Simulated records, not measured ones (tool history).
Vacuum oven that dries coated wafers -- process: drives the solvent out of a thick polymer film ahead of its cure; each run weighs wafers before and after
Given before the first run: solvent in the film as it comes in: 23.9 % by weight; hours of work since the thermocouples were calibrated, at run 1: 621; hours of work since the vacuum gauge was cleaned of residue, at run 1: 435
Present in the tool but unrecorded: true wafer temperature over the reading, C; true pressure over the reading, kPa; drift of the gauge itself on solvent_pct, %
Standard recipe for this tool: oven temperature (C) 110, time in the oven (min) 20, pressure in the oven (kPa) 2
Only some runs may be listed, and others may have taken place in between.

| run | day | oven temperature (C) | time in the oven (min) | pressure in the oven (kPa) | hours of work since the thermocouples were calibrated | hours of work since the vacuum gauge was cleaned of residue | solvent left in the film (%) |
|---|---|---|---|---|---|---|---|
| 1 | 0 | 110 | 20 | 2 | 621 | 435 | 5.74 |
| 2 | 0.9 | 110 | 20 | 2 | 633 | 447 | 5.89 |
| 3 | 1.462 | 110 | 20 | 2 | 640 | 454 | 5.85 |
| 4 | 1.862 | 110 | 20 | 2 | 645 | 459 | 5.78 |
| 5 | 2.808 | 110 | 20 | 2 | 657 | 471 | 5.83 |
| 6 | 3.771 | 110 | 20 | 2 | 669 | 483 | 5.71 |
| 7 | 4.621 | 110 | 20 | 2 | 680 | 494 | 5.76 |
| 8 | 5.162 | 105 | 20 | 2 | 687 | 501 | 7.22 |
| 9 | 5.812 | 105 | 20 | 2 | 695 | 509 | 7.36 |
| 10 | 6.546 | 105 | 20 | 2 | 704 | 518 | 7.3 |
| 11 | 7.146 | 110 | 20 | 1.21 | 712 | 526 | 5.63 |
| 12 | 7.55 | 110 | 20 | 1.21 | 717 | 531 | 5.55 |
| 13 | 8.225 | 114 | 17 | 2 | 726 | 540 | 5.91 |
| 14 | 9.179 | 114 | 17 | 2 | 738 | 552 | 5.88 |
| 15 | 9.804 | 110 | 14 | 2.36 | 746 | 560 | 8.28 |
| 16 | 10.583 | 101 | 27 | 1.06 | 756 | 570 | 6.05 |
| 17 | 11.188 | 101 | 27 | 1.06 | 763 | 577 | 5.97 |
| 18 | 12.038 | 101 | 27 | 1.06 | 774 | 588 | 6.05 |
| 19 | 12.446 | 104 | 12 | 1.06 | 779 | 593 | 10.92 |
|  | 12.667 | oven's thermocouples calibrated |
| 20 | 13.283 | 104 | 12 | 1.06 | 8 | 603 | 10.79 |
| 21 | 14.021 | 104 | 27 | 2.83 | 17 | 612 | 5.83 |
| 22 | 14.821 | 110 | 15 | 2 | 27 | 622 | 7.89 |
| 23 | 15.671 | 110 | 15 | 1.99 | 38 | 633 | 7.75 |

Pick out some run-to-run changes in solvent left in the film (%). Of each, how much would a tool without hidden state show as well, from the settings, what came in and chance, and how much is left for the hidden state and any gauge scatter not in both results compared?
Run 15 -> 16: oven temperature (C) 110 -> 101, time in the oven (min) 14 -> 27, pressure in the oven (kPa) 2.36 -> 1.06. solvent left in the film (%) -2.23: hidden state +0.05, all else -2.28.
Run 18 -> 19: oven temperature (C) 101 -> 104, time in the oven (min) 27 -> 12. solvent left in the film (%) +4.87: hidden state -0.05, all else +4.92.
Run 19 -> 20: oven's thermocouples calibrated. solvent left in the film (%) -0.13: hidden state -0.12, all else -0.01.
Run 20 -> 21: time in the oven (min) 12 -> 27, pressure in the oven (kPa) 1.06 -> 2.83. solvent left in the film (%) -4.96: hidden state +0.04, all else -5.
